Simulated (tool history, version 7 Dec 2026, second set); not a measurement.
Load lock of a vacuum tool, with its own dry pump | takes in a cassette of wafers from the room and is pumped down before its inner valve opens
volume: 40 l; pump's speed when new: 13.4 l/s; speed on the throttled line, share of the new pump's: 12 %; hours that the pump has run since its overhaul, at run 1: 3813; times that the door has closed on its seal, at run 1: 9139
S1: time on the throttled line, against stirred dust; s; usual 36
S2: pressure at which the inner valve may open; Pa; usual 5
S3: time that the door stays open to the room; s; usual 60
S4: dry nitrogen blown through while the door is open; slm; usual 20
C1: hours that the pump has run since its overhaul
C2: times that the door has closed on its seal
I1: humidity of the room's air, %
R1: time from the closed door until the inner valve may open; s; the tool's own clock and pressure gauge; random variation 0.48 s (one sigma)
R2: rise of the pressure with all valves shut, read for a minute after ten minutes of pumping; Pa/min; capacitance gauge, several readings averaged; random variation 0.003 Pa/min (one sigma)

run 1 hour=0 | S1=36 S2=5 S3=60 S4=20 | C1=3813 C2=9139 | I1=45.1 | R1=62.8 R2=0.104
run 2 hour=122.9 | S1=36 S2=5 S3=60 S4=20 | C1=3936 C2=9585 | I1=46.3 | R1=63.2 R2=0.1
run 3 hour=260.9 | S1=36 S2=5 S3=60 S4=20 | C1=4074 C2=10085 | I1=48.1 | R1=62.8 R2=0.11
run 4 hour=413.4 | S1=36 S2=5 S3=60 S4=20 | C1=4226 C2=10637 | I1=43.3 | R1=62.4 R2=0.113
run 5 hour=564.1 | S1=36 S2=5 S3=60 S4=20 | C1=4377 C2=11183 | I1=47.8 | R1=63.2 R2=0.12
run 6 hour=704.3 | S1=36 S2=8 S3=60 S4=20 | C1=4517 C2=11691 | I1=45.2 | R1=61.2 R2=0.12
run 7 hour=863.4 | S1=36 S2=8 S3=60 S4=20 | C1=4676 C2=12267 | I1=45.1 | R1=61.6 R2=0.124
run 8 hour=988 | S1=36 S2=8 S3=60 S4=20 | C1=4801 C2=12719 | I1=47.6 | R1=61.2 R2=0.132
run 9 hour=1119.4 | S1=36 S2=5 S3=36 S4=20 | C1=4932 C2=13195 | I1=48.3 | R1=62.7 R2=0.129
run 10 hour=1272.2 | S1=70 S2=5 S3=60 S4=20 | C1=5085 C2=13748 | I1=44.4 | R1=93.4 R2=0.138
run 11 hour=1431.7 | S1=70 S2=5 S3=60 S4=20 | C1=5245 C2=14326 | I1=47 | R1=93.8 R2=0.148
run 12 hour=1592.5 | S1=36 S2=5 S3=60 S4=20 | C1=5405 C2=14908 | I1=44.6 | R1=63.3 R2=0.148
run 13 hour=1680.7 | S1=36 S2=5 S3=60 S4=20 | C1=5494 C2=15228 | I1=45.1 | R1=63.4 R2=0.152
run 14 hour=1787.7 | S1=49 S2=5 S3=56 S4=20 | C1=5601 C2=15616 | I1=42.4 | R1=74.3 R2=0.161
run 15 hour=1918.9 | S1=36 S2=8 S3=88 S4=7 | C1=5732 C2=16091 | I1=44.1 | R1=61 R2=0.202
run 16 hour=2038.4 | S1=36 S2=9 S3=88 S4=7 | C1=5851 C2=16524 | I1=46.3 | R1=60.9 R2=0.21
run 17 hour=2126 | S1=36 S2=9 S3=88 S4=7 | C1=5939 C2=16841 | I1=48.2 | R1=60.8 R2=0.222
run 18 hour=2246.2 | S1=36 S2=9 S3=88 S4=7 | C1=6059 C2=17277 | I1=44.2 | R1=61.3 R2=0.225
run 19 hour=2369.1 | S1=36 S2=9 S3=88 S4=7 | C1=6182 C2=17722 | I1=43 | R1=61.2 R2=0.221
run 20 hour=2492.7 | S1=36 S2=5 S3=221 S4=20 | C1=6306 C2=18170 | I1=43.3 | R1=62.9 R2=0.257
run 21 hour=2593.8 | S1=71 S2=5 S3=60 S4=11 | C1=6407 C2=18536 | I1=43.8 | R1=93.8 R2=0.207
run 22 hour=2711 | S1=71 S2=5 S3=60 S4=11 | C1=6524 C2=18961 | I1=48.9 | R1=94 R2=0.216
run 23 hour=2825.3 | S1=50 S2=5 S3=69 S4=30 | C1=6638 C2=19375 | I1=46 | R1=76.1 R2=0.211

Forecast each of these 3 alternatives for the next run:
run A hour=2917.1 | S1=50 S2=8 S3=69 S4=30 | C1=6730 C2=19707 | I1=43.3 | R1=? R2=?
run B hour=2917.1 | S1=50 S2=5 S3=59 S4=30 | C1=6730 C2=19707 | I1=43.8 | R1=? R2=?
run C hour=2917.1 | S1=50 S2=7 S3=69 S4=9 | C1=6730 C2=19707 | I1=45.8 | R1=? R2=?

run=A R1=73.8 R2=0.21
run=B R1=76 R2=0.206
run=C R1=74.7 R2=0.233
Without the tool's hidden state the same runs would have given:
run=A R1=72.3 R2=0.037
run=B R1=74.3 R2=0.034
run=C R1=73.1 R2=0.063
